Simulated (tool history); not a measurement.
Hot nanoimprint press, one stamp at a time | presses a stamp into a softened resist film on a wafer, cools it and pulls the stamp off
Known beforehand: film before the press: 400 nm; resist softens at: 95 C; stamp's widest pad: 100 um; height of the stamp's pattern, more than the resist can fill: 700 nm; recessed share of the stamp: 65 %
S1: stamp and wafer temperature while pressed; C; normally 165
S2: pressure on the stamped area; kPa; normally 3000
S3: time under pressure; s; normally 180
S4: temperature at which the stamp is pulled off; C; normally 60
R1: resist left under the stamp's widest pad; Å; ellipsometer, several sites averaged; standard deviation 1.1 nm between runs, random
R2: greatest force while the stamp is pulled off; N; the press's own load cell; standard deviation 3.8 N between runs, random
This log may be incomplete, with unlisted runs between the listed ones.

Run 1, hour 0.0: usual settings. Result: R1 1798 Å, R2 192 N.
Run 2, hour 63.9: usual settings. Result: R1 1819 Å, R2 225 N.
At hour 72.2: plate thermocouple calibrated.
Run 3, hour 119.2: usual settings. Result: R1 1720 Å, R2 234 N.
Run 4, hour 169.1: usual settings. Result: R1 1713 Å, R2 262 N.
Run 5, hour 213.8: usual settings but S4 48 C. Result: R1 1732 Å, R2 369 N.
Run 6, hour 254.0: usual settings but S1 170 C. Result: R1 1300 Å, R2 300 N.
Run 7, hour 317.0: usual settings. Result: R1 1739 Å, R2 340 N.
At hour 351.3: stamp cleaned and given a new release coat.
Run 8, hour 393.3: usual settings. Result: R1 1766 Å, R2 211 N.
Run 9, hour 459.6: usual settings. Result: R1 1772 Å, R2 240 N.
Run 10, hour 524.7: usual settings but S4 67 C. Result: R1 1794 Å, R2 226 N.
Run 11, hour 560.8: usual settings but S4 67 C. Result: R1 1766 Å, R2 231 N.
Run 12, hour 620.3: usual settings but S4 67 C. Result: R1 1841 Å, R2 266 N.
At hour 688.2: plate thermocouple calibrated.
At hour 700.9: stamp cleaned and given a new release coat.
Run 13, hour 702.9: usual settings but S4 67 C. Result: R1 1740 Å, R2 152 N.
Run 14, hour 746.7: usual settings but S2 3520 kPa, S4 67 C. Result: R1 1638 Å, R2 177 N.
Run 15, hour 806.5: usual settings but S2 3520 kPa, S4 67 C. Result: R1 1643 Å, R2 193 N.
Run 16, hour 841.5: usual settings but S1 158 C, S2 3520 kPa, S4 67 C. Result: R1 2445 Å, R2 203 N.
Run 17, hour 892.9: usual settings but S1 158 C, S2 3520 kPa, S4 67 C. Result: R1 2462 Å, R2 217 N.
At hour 924.0: press's hydraulic seals changed and the load cell set to zero.
Run 18, hour 941.1: usual settings but S2 1830 kPa. Result: R1 2105 Å, R2 292 N.
Run 19, hour 971.6: usual settings but S2 1830 kPa. Result: R1 2110 Å, R2 303 N.
Run 20, hour 1008.6: usual settings but S2 1830 kPa. Result: R1 2160 Å, R2 331 N.
At hour 1057.1: stamp cleaned and given a new release coat.
Run 21, hour 1076.5: usual settings but S1 168 C, S2 2420 kPa. Result: R1 1623 Å, R2 201 N.
Run 22, hour 1144.5: usual settings but S1 177 C, S2 2420 kPa, S4 49 C. Result: R1 986 Å, R2 293 N.
Run 23, hour 1204.3: usual settings but S1 159 C, S2 2620 kPa, S4 50 C. Result: R1 2557 Å, R2 313 N.
Run 24, hour 1245.8: usual settings but S1 154 C, S2 2710 kPa, S4 50 C. Result: R1 3096 Å, R2 343 N.
Run 25, hour 1298.1: usual settings but S1 160 C. Result: R1 2330 Å, R2 307 N.
At hour 1319.2: plate thermocouple calibrated.
Run 26, hour 1367.7: usual settings but S1 177 C, S2 2350 kPa, S4 49 C. Result: R1 973 Å, R2 427 N.
At hour 1405.4: stamp cleaned and given a new release coat.
Run 27, hour 1405.4: usual settings but S1 167 C, S2 2350 kPa, S4 68 C. Result: R1 1704 Å, R2 148 N.
Run 28, hour 1450.9: usual settings but S1 174 C, S4 59 C. Result: R1 1031 Å, R2 209 N.
Run 29, hour 1498.4: usual settings but S1 174 C, S4 59 C. Result: R1 1019 Å, R2 236 N.

Hidden state or all else? Some run-to-run changes of R1, split into what the settings, what came in and random variation would give without the hidden state, and what is left for the hidden state (with any gauge scatter that isn't in both results):
The hidden state here: true temperature over the reading, C; pressure that arrives at the usual setting, %; grip of the stamp's worn release coat, % over a new coat's; drift of the gauge itself on residual_nm, %; drift of the gauge itself on pull_off_n, %.
Run 2 -> 3: plate thermocouple calibrated. R1 -99 Å: hidden state -93, all else -6.
Run 22 -> 23: S1 177 -> 159, S2 2420 -> 2620, S4 49 -> 50. R1 +1571 Å: hidden state +70, all else +1501.
Run 25 -> 26: S1 160 -> 177, S2 3000 -> 2350, S4 60 -> 49, plate thermocouple calibrated. R1 -1357 Å: hidden state -131, all else -1226.

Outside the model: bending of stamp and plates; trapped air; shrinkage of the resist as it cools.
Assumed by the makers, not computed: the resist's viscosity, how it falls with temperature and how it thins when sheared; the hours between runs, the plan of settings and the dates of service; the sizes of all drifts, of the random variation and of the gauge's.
